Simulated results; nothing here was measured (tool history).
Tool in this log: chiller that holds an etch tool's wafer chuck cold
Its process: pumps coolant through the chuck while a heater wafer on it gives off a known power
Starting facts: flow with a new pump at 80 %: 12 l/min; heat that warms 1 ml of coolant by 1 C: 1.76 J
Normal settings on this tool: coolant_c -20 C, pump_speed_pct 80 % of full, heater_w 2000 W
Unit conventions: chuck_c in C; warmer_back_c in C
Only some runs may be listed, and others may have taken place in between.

run	hour	coolant_c	pump_speed_pct	heater_w	chuck_c	warmer_back_c
1	0	-20	80	2000	0.9	5.69
2	31	-20	80	2000	1.1	5.73
3	47.7	-20	80	2000	1.2	5.76
4	71.4	-20	80	1072	-8.7	3.06
5	103.5	-20	80	1072	-8.6	3.14
6	127.8	-20	80	1072	-8.4	3.13
7	146.5	-20	80	1311	-5.7	3.76
8	173.3	-20	80	1311	-6.2	3.77
9	203	-20	80	2000	1.2	5.76
10	217.5	-20	80	2000	1.2	5.72
11	234.8	-20	80	2000	1.1	5.8
12	255	-20	80	2000	1.2	5.8
13	280.1	-20	80	1759	-1.1	5.05
14	307	-20	80	1759	-1	5.08
15	332	-20	80	2000	1.3	5.85
16	363.1	-19	80	2000	2.3	5.82

Run 17, settings as shown, results not yet in. Your forecast:
17	389.5	-24	93	2494	?	?

For run 17 the tool returned chuck_c 0.3 C, warmer_back_c 6.11 C.
On a tool with no hidden condition, and with the same random variation, this run would have come out at chuck_c -2.4 C, warmer_back_c 5.99 C.

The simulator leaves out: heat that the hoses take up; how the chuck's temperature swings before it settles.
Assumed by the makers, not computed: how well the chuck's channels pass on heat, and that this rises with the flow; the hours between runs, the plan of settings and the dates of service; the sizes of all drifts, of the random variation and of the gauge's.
